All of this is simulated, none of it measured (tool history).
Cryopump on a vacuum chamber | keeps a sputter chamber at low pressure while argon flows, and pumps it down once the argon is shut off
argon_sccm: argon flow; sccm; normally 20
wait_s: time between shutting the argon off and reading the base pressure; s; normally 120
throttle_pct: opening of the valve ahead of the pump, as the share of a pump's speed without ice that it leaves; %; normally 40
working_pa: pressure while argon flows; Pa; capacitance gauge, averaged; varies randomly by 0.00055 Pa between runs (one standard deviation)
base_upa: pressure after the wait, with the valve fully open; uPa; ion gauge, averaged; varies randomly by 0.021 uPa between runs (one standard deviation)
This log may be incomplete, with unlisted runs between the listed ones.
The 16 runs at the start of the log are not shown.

run    hour  argon_sccm  wait_s  throttle_pct  working_pa  base_upa
 17   746.7          20     120            40       0.062       1.4
 18   771.6          10      46            31      0.0384       1.9
 19   822.1          20      87            40      0.0632      1.54
 20   857.1          19      22            29      0.0796      2.64
 21   917.4          10     215            40      0.0322      1.43
 22   970.4          22      26            52      0.0565      2.59
 23  1021.3          22     167            44      0.0664      1.55
 24  1070.4          33     297            40      0.1073      1.54
 25  1113.9          33     297            40      0.1082      1.62
     1131.3  -- pump warmed up, emptied and cooled again
 26  1155.8          17     120            40      0.0468      1.29
 27  1211.7          20     120            17      0.1287      1.29
 28  1260.6          20     120            17      0.1291      1.37
 29  1306.8          20      48            19      0.1159       1.8
 30  1346.4          11     178            19      0.0631      1.37
 31  1398.6          11      41            19      0.0639      1.92

Run 32 comes next. What will it give?
 32  1448.1          20     139            34           ?         ?

Run 32 measured working_pa 0.066 Pa, base_upa 1.45 uPa.
The same run, on a tool lacking any hidden state, would have yielded working_pa 0.0636 Pa, base_upa 0.44 uPa.
